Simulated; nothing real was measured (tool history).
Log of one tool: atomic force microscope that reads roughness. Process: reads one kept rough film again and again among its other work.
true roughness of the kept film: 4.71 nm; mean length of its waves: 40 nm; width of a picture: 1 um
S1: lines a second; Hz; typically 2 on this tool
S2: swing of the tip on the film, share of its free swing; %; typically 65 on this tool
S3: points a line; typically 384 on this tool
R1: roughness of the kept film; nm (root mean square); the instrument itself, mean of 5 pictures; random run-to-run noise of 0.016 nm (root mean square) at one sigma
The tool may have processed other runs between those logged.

| run | day | S1 | S2 | S3 | R1 |
|---|---|---|---|---|---|
| 1 | 0 | 2 | 65 | 384 | 3.84 |
| 2 | 0.254 | 2 | 89 | 384 | 3.188 |
| 3 | 0.779 | 2 | 61 | 384 | 3.935 |
| 4 | 1.05 | 2 | 61 | 384 | 3.944 |
| 5 | 1.567 | 2 | 61 | 384 | 3.921 |
| 6 | 2.046 | 1.13 | 65 | 384 | 3.966 |
| 7 | 2.467 | 2 | 65 | 384 | 3.849 |
| 8 | 2.679 | 2 | 65 | 384 | 3.868 |
| 9 | 3.171 | 0.83 | 90 | 287 | 3.675 |
| 10 | 3.383 | 1 | 67 | 287 | 3.968 |
| 11 | 3.604 | 1 | 67 | 287 | 3.953 |
| 12 | 3.85 | 1 | 67 | 287 | 3.99 |
| 13 | 4.142 | 0.9 | 69 | 452 | 4.011 |
| 14 | 4.4 | 0.9 | 69 | 452 | 3.989 |
| 15 | 4.758 | 0.9 | 69 | 543 | 4.003 |

Not shown: 1 entry that the log had between the listed runs. Between which runs, and how does the tool's hidden state differ before and after?
From run 12 to run 13: new tip fitted (day 4.142)
  radius of the tip, nm: 10.2 -> 10

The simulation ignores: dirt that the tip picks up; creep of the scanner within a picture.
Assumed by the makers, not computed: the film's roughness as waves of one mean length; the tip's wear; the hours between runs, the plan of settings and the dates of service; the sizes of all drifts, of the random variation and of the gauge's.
